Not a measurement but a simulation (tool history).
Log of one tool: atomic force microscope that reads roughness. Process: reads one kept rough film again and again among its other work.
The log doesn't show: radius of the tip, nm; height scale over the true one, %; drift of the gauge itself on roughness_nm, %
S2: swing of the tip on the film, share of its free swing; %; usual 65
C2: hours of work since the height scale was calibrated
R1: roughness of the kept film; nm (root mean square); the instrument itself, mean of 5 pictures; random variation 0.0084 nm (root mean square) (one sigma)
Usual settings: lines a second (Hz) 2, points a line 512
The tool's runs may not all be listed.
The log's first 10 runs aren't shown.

{"run": 11, "hour": 223.6, "lines a second (Hz)": 1.68, "S2": 63, "points a line": 512, "pictures with this tip": 229, "C2": 27, "R1": 1.429}
{"run": 12, "hour": 248.6, "lines a second (Hz)": 2, "S2": 65, "points a line": 512, "pictures with this tip": 265, "C2": 39, "R1": 1.375}
{"hour": 262.9, "done": "height scale calibrated on a step standard, once more"}
{"run": 13, "hour": 265.3, "lines a second (Hz)": 2, "S2": 65, "points a line": 512, "pictures with this tip": 288, "C2": 1, "R1": 1.345}
{"hour": 271.9, "done": "new tip fitted"}
{"run": 14, "hour": 296.8, "lines a second (Hz)": 2, "S2": 65, "points a line": 512, "pictures with this tip": 36, "C2": 16, "R1": 1.776}
{"run": 15, "hour": 317.5, "lines a second (Hz)": 2, "S2": 77, "points a line": 512, "pictures with this tip": 66, "C2": 27, "R1": 1.679}
{"run": 16, "hour": 346.6, "lines a second (Hz)": 2, "S2": 77, "points a line": 512, "pictures with this tip": 107, "C2": 41, "R1": 1.604}
{"run": 17, "hour": 364.9, "lines a second (Hz)": 2, "S2": 65, "points a line": 406, "pictures with this tip": 134, "C2": 50, "R1": 1.578}
{"run": 18, "hour": 393.7, "lines a second (Hz)": 2, "S2": 65, "points a line": 406, "pictures with this tip": 175, "C2": 64, "R1": 1.505}
{"run": 19, "hour": 406.5, "lines a second (Hz)": 3.68, "S2": 55, "points a line": 872, "pictures with this tip": 193, "C2": 70, "R1": 1.505}
{"run": 20, "hour": 432.1, "lines a second (Hz)": 3.68, "S2": 55, "points a line": 872, "pictures with this tip": 230, "C2": 83, "R1": 1.442}
{"run": 21, "hour": 462.6, "lines a second (Hz)": 1.03, "S2": 65, "points a line": 388, "pictures with this tip": 274, "C2": 98, "R1": 1.396}
{"hour": 478.9, "done": "new tip fitted"}
{"run": 22, "hour": 481.3, "lines a second (Hz)": 1.81, "S2": 78, "points a line": 294, "pictures with this tip": 4, "C2": 107, "R1": 1.744}
{"run": 23, "hour": 504.5, "lines a second (Hz)": 2, "S2": 62, "points a line": 263, "pictures with this tip": 37, "C2": 118, "R1": 1.723}
{"run": 24, "hour": 532.4, "lines a second (Hz)": 1.64, "S2": 78, "points a line": 710, "pictures with this tip": 77, "C2": 132, "R1": 1.667}
{"run": 25, "hour": 561.3, "lines a second (Hz)": 1.64, "S2": 78, "points a line": 710, "pictures with this tip": 118, "C2": 146, "R1": 1.595}
{"run": 26, "hour": 589.9, "lines a second (Hz)": 1.64, "S2": 78, "points a line": 710, "pictures with this tip": 159, "C2": 160, "R1": 1.517}
{"run": 27, "hour": 605.7, "lines a second (Hz)": 3.82, "S2": 79, "points a line": 595, "pictures with this tip": 182, "C2": 168, "R1": 1.407}
{"run": 28, "hour": 634.5, "lines a second (Hz)": 2.58, "S2": 55, "points a line": 483, "pictures with this tip": 223, "C2": 182, "R1": 1.459}
{"run": 29, "hour": 650.5, "lines a second (Hz)": 0.72, "S2": 65, "points a line": 275, "pictures with this tip": 246, "C2": 190, "R1": 1.405}
{"run": 30, "hour": 679.4, "lines a second (Hz)": 2.8, "S2": 67, "points a line": 275, "pictures with this tip": 287, "C2": 204, "R1": 1.304}
{"hour": 685.1, "done": "new tip fitted"}
{"run": 31, "hour": 697.7, "lines a second (Hz)": 2, "S2": 56, "points a line": 397, "pictures with this tip": 18, "C2": 212, "R1": 1.8}
{"run": 32, "hour": 721.4, "lines a second (Hz)": 2, "S2": 56, "points a line": 397, "pictures with this tip": 52, "C2": 224, "R1": 1.742}
{"run": 33, "hour": 741.6, "lines a second (Hz)": 0.68, "S2": 66, "points a line": 289, "pictures with this tip": 81, "C2": 234, "R1": 1.656}

Forecast each of these 4 alternatives for the next run:
{"run": "A", "hour": 763.8, "lines a second (Hz)": 0.98, "S2": 66, "points a line": 756, "pictures with this tip": 113, "C2": 245, "R1": "?"}
{"run": "B", "hour": 763.8, "lines a second (Hz)": 2.23, "S2": 88, "points a line": 1018, "pictures with this tip": 113, "C2": 245, "R1": "?"}
{"run": "C", "hour": 763.8, "lines a second (Hz)": 2, "S2": 83, "points a line": 512, "pictures with this tip": 113, "C2": 245, "R1": "?"}
{"run": "D", "hour": 763.8, "lines a second (Hz)": 0.5, "S2": 65, "points a line": 512, "pictures with this tip": 113, "C2": 245, "R1": "?"}

run=A R1=1.64
run=B R1=1.517
run=C R1=1.546
run=D R1=1.632
Without the tool's hidden state the same runs would have given:
run=A R1=1.881
run=B R1=1.741
run=C R1=1.775
run=D R1=1.871
